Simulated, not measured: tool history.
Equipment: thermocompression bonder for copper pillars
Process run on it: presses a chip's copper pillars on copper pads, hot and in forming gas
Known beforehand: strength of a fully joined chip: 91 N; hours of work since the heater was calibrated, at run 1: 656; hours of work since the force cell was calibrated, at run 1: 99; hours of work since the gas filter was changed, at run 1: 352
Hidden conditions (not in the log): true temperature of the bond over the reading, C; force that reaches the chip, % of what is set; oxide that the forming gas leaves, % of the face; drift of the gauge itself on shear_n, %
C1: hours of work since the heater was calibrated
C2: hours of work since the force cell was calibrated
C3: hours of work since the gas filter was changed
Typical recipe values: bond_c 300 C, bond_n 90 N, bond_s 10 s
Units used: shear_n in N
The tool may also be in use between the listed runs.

run 1 hour=0 | bond_c=300 bond_n=90 bond_s=10 | C1=656 C2=99 C3=352 | shear_n=47.4
run 2 hour=22.1 | bond_c=300 bond_n=90 bond_s=10 | C1=666 C2=109 C3=362 | shear_n=47.5
run 3 hour=33.8 | bond_c=321 bond_n=90 bond_s=10 | C1=672 C2=115 C3=367 | shear_n=57.8
run 4 hour=53.8 | bond_c=321 bond_n=90 bond_s=10 | C1=681 C2=124 C3=376 | shear_n=57.8
run 5 hour=80.3 | bond_c=300 bond_n=64 bond_s=10 | C1=693 C2=136 C3=388 | shear_n=35.9
run 6 hour=94.7 | bond_c=300 bond_n=65 bond_s=10 | C1=699 C2=142 C3=395 | shear_n=36.5
run 7 hour=113.1 | bond_c=300 bond_n=65 bond_s=10 | C1=708 C2=151 C3=403 | shear_n=36.4
run 8 hour=124.5 | bond_c=300 bond_n=100 bond_s=10 | C1=713 C2=156 C3=408 | shear_n=50.3
-- hour=131.4 heater calibrated with a thermocouple chip
run 9 hour=147.7 | bond_c=300 bond_n=100 bond_s=10 | C1=7 C2=165 C3=418 | shear_n=47.1
run 10 hour=175.1 | bond_c=300 bond_n=100 bond_s=10 | C1=20 C2=178 C3=431 | shear_n=47
run 11 hour=186.8 | bond_c=300 bond_n=100 bond_s=10 | C1=25 C2=183 C3=436 | shear_n=46.4
-- hour=196.8 forming gas filter changed
run 12 hour=199.3 | bond_c=323 bond_n=81 bond_s=8 | C1=31 C2=189 C3=1 | shear_n=48.7
run 13 hour=212.5 | bond_c=276 bond_n=90 bond_s=27 | C1=37 C2=195 C3=7 | shear_n=46.7
run 14 hour=229.4 | bond_c=289 bond_n=90 bond_s=10 | C1=44 C2=202 C3=15 | shear_n=38.6
run 15 hour=252.9 | bond_c=311 bond_n=125 bond_s=11 | C1=55 C2=213 C3=26 | shear_n=63.7
-- hour=257.3 heater calibrated with a thermocouple chip, once more
run 16 hour=272.9 | bond_c=291 bond_n=90 bond_s=23 | C1=7 C2=221 C3=34 | shear_n=62.3
run 17 hour=293.3 | bond_c=315 bond_n=90 bond_s=29 | C1=16 C2=231 C3=43 | shear_n=76.9
run 18 hour=308.5 | bond_c=315 bond_n=81 bond_s=29 | C1=23 C2=238 C3=50 | shear_n=74.9
run 19 hour=329.2 | bond_c=300 bond_n=57 bond_s=10 | C1=33 C2=247 C3=59 | shear_n=38.1
run 20 hour=350.9 | bond_c=300 bond_n=77 bond_s=13 | C1=43 C2=257 C3=69 | shear_n=52.1
run 21 hour=375.5 | bond_c=305 bond_n=77 bond_s=9 | C1=54 C2=268 C3=80 | shear_n=49.7
run 22 hour=397.3 | bond_c=305 bond_n=77 bond_s=9 | C1=64 C2=278 C3=90 | shear_n=48.6

Consider 5 possible next runs. They are alternatives, not a sequence: every one starts from the tool as it was left by run 22. What does each give?
run A hour=408.9 | bond_c=309 bond_n=90 bond_s=10 | C1=69 C2=283 C3=96 | shear_n=?
run B hour=408.9 | bond_c=305 bond_n=127 bond_s=9 | C1=69 C2=283 C3=96 | shear_n=?
run C hour=408.9 | bond_c=305 bond_n=78 bond_s=9 | C1=69 C2=283 C3=96 | shear_n=?
run D hour=408.9 | bond_c=309 bond_n=83 bond_s=14 | C1=69 C2=283 C3=96 | shear_n=?
run E hour=408.9 | bond_c=300 bond_n=90 bond_s=18 | C1=69 C2=283 C3=96 | shear_n=?

run=A shear_n=57.9
run=B shear_n=66.3
run=C shear_n=50
run=D shear_n=60.3
run=E shear_n=63
The same runs, with their run-to-run variation unchanged, on a tool lacking any hidden condition would have given:
run=A shear_n=57.8
run=B shear_n=66.3
run=C shear_n=49.9
run=D shear_n=60.2
run=E shear_n=63

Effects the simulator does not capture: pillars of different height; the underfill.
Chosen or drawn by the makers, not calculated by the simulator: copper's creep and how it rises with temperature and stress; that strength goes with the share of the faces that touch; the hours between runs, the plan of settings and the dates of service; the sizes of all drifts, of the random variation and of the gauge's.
